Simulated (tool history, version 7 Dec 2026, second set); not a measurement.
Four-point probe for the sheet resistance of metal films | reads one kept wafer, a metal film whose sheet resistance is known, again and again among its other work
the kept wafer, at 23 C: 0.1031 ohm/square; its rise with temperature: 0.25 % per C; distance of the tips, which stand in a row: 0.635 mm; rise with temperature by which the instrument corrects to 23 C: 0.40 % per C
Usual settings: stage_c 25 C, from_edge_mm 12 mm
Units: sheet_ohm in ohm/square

run	day	stage_c	from_edge_mm	sheet_ohm
1	0	25	12	0.103168
2	2.879	25	12	0.103167
3	6.262	25	41	0.102991
4	10.117	25	12	0.103146
5	12.971	25	12	0.103136
6	17.004	25	12	0.103151
7	19.596	25	12	0.103154
8	22.121	25	12	0.103155
9	25.188	25	12	0.103152
10	28.746	25	12	0.103179
11	32.462	25	12	0.103165
12	36.317	25	12	0.103187
13	39.75	25	12	0.103197
14	44.45	25	12	0.1032
15	47.35	25	12	0.103189
16	49.879	25	12	0.103161
17	51.992	25	12	0.103152
18	55.275	25	12	0.103169
19	59.333	25	12	0.103184
# day 59.717: stage's thermometer calibrated
20	61.979	25	12	0.103121
21	64.525	25	12	0.103098
# day 66.55: stage's thermometer calibrated, once more
22	67.371	25	12	0.103266
23	71.833	25	12	0.103288
24	74.371	25	12	0.103268
25	78.442	25	43	0.103108
26	80.617	25	43	0.10313
27	83.396	19	57	0.104041
28	88.042	24	15	0.103368
29	91.788	20	11	0.104022
30	96.138	27	4	0.104228
31	99.546	35	20	0.10183
32	104.088	35	20	0.101782
33	108.317	23	6	0.104023
34	111.071	25	71	0.10314
35	115.758	25	71	0.103145
36	118.558	28	17	0.10282
37	121.229	18	12	0.104358
38	125.896	21	4	0.105136
39	129.75	21	4	0.105173
40	133.371	21	4	0.105142
41	137.638	18	12	0.104326
42	139.742	18	12	0.104338
43	143.2	20	54	0.103879
44	145.562	20	54	0.103925

3 ways to go on from here, each from the tool as it stands after run 44. What would each give?
A	149.183	25	20	?
B	149.183	27	8	?
C	149.183	21	54	?

run	sheet_ohm
A	0.103227
B	0.10321
C	0.103779
Without the tool's hidden state the same runs would have given:
run	sheet_ohm
A	0.102874
B	0.102856
C	0.103424
